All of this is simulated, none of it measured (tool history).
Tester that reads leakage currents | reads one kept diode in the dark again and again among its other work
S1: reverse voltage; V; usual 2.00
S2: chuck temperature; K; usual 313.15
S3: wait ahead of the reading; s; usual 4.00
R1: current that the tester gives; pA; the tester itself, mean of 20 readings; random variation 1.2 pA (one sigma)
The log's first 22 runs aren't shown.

run     day     S1      S2    S3       R1
 23  41.179  14.61  313.15  4.00  1076.01
 24  43.696  10.58  302.15  2.07   367.99
 25  45.079   1.57  293.15  1.04    59.60
 26  46.967   3.37  313.15  7.47   490.24
 27  49.079   1.99  307.15  0.35   225.56
 28  51.525   3.14  310.15  1.04   368.73
 29  52.646   2.02  313.15  2.17   369.91
 30  55.288   2.02  313.15  2.17   367.61
 31  57.592   1.70  304.15  0.81   158.88
 32  59.967   1.70  304.15  0.81   158.26
 33  62.062   2.00  304.15  0.61   172.55
 34  63.808   2.00  304.15  0.61   170.90
 35  66.175   1.22  304.15  0.61   131.49
 36  67.967   1.22  304.15  0.61   131.11

Forecast each of these 5 alternatives for the next run:
  A  70.050  2.00  305.15  5.84   ?
  B  70.050  1.22  304.15  0.34   ?
  C  70.050  1.35  313.15  4.45   ?
  D  70.050  2.00  323.15  4.00   ?
  E  70.050  1.22  304.15  0.65   ?

run      R1
  A  183.87
  B  129.73
  C  291.25
  D  784.25
  E  129.86
Without the tool's hidden state the same runs would have given:
run      R1
  A  207.71
  B  146.98
  C  330.03
  D  884.55
  E  147.15
